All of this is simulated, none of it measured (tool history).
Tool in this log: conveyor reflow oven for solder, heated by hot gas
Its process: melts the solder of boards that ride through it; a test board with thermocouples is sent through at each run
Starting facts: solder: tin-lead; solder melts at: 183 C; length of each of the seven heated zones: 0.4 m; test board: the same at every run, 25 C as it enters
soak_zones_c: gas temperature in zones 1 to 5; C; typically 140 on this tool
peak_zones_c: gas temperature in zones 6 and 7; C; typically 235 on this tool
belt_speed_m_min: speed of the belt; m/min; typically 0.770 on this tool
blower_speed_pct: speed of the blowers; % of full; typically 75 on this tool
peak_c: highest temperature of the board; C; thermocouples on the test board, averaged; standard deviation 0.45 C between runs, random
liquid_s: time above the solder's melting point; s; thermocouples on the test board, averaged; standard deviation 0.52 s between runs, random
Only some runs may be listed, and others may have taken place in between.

{"run": 1, "day": 0.0, "soak_zones_c": 140, "peak_zones_c": 235, "belt_speed_m_min": 0.77, "blower_speed_pct": 75, "peak_c": 211.8, "liquid_s": 42.8}
{"run": 2, "day": 3.558, "soak_zones_c": 140, "peak_zones_c": 235, "belt_speed_m_min": 0.77, "blower_speed_pct": 75, "peak_c": 211.1, "liquid_s": 41.7}
{"run": 3, "day": 6.842, "soak_zones_c": 140, "peak_zones_c": 242, "belt_speed_m_min": 0.77, "blower_speed_pct": 75, "peak_c": 215.7, "liquid_s": 46.3}
{"run": 4, "day": 10.683, "soak_zones_c": 140, "peak_zones_c": 235, "belt_speed_m_min": 0.77, "blower_speed_pct": 75, "peak_c": 210.3, "liquid_s": 40.5}
{"run": 5, "day": 13.975, "soak_zones_c": 140, "peak_zones_c": 237, "belt_speed_m_min": 0.77, "blower_speed_pct": 75, "peak_c": 210.9, "liquid_s": 41.5}
{"day": 17.008, "done": "flux residue cleaned out of gas plates and filters"}
{"run": 6, "day": 17.9, "soak_zones_c": 140, "peak_zones_c": 237, "belt_speed_m_min": 0.77, "blower_speed_pct": 53, "peak_c": 205.2, "liquid_s": 35.3}
{"run": 7, "day": 20.583, "soak_zones_c": 140, "peak_zones_c": 224, "belt_speed_m_min": 0.77, "blower_speed_pct": 75, "peak_c": 204.2, "liquid_s": 37.0}
{"run": 8, "day": 23.767, "soak_zones_c": 130, "peak_zones_c": 224, "belt_speed_m_min": 0.77, "blower_speed_pct": 75, "peak_c": 202.6, "liquid_s": 30.4}
{"run": 9, "day": 27.283, "soak_zones_c": 130, "peak_zones_c": 224, "belt_speed_m_min": 0.77, "blower_speed_pct": 75, "peak_c": 201.3, "liquid_s": 30.6}
{"run": 10, "day": 29.717, "soak_zones_c": 130, "peak_zones_c": 224, "belt_speed_m_min": 0.77, "blower_speed_pct": 75, "peak_c": 201.1, "liquid_s": 30.9}
{"run": 11, "day": 33.312, "soak_zones_c": 130, "peak_zones_c": 224, "belt_speed_m_min": 0.77, "blower_speed_pct": 75, "peak_c": 200.5, "liquid_s": 30.8}
{"run": 12, "day": 37.175, "soak_zones_c": 140, "peak_zones_c": 235, "belt_speed_m_min": 0.77, "blower_speed_pct": 75, "peak_c": 211.2, "liquid_s": 42.3}
{"run": 13, "day": 39.279, "soak_zones_c": 140, "peak_zones_c": 235, "belt_speed_m_min": 0.77, "blower_speed_pct": 75, "peak_c": 210.8, "liquid_s": 41.9}
{"run": 14, "day": 43.242, "soak_zones_c": 140, "peak_zones_c": 235, "belt_speed_m_min": 0.77, "blower_speed_pct": 61, "peak_c": 205.0, "liquid_s": 36.0}
{"day": 44.592, "done": "thermocouples of zones 6 and 7 changed"}
{"run": 15, "day": 46.05, "soak_zones_c": 140, "peak_zones_c": 234, "belt_speed_m_min": 0.77, "blower_speed_pct": 75, "peak_c": 211.5, "liquid_s": 42.5}
{"run": 16, "day": 49.729, "soak_zones_c": 138, "peak_zones_c": 234, "belt_speed_m_min": 0.77, "blower_speed_pct": 75, "peak_c": 210.2, "liquid_s": 41.0}
{"run": 17, "day": 52.896, "soak_zones_c": 148, "peak_zones_c": 236, "belt_speed_m_min": 0.745, "blower_speed_pct": 62, "peak_c": 210.4, "liquid_s": 45.3}
{"run": 18, "day": 56.562, "soak_zones_c": 131, "peak_zones_c": 240, "belt_speed_m_min": 0.664, "blower_speed_pct": 75, "peak_c": 218.4, "liquid_s": 53.2}

Predict the results of run 19:
{"day": 59.758, "done": "flux residue cleaned out of gas plates and filters"}
{"run": 19, "day": 60.329, "soak_zones_c": 131, "peak_zones_c": 240, "belt_speed_m_min": 0.664, "blower_speed_pct": 75, "peak_c": "?", "liquid_s": "?"}

Run 19 gave peak_c 221.9 C, liquid_s 57.0 s.
The same run, on a tool lacking any hidden state, would have yielded peak_c 222.3 C, liquid_s 56.0 s.
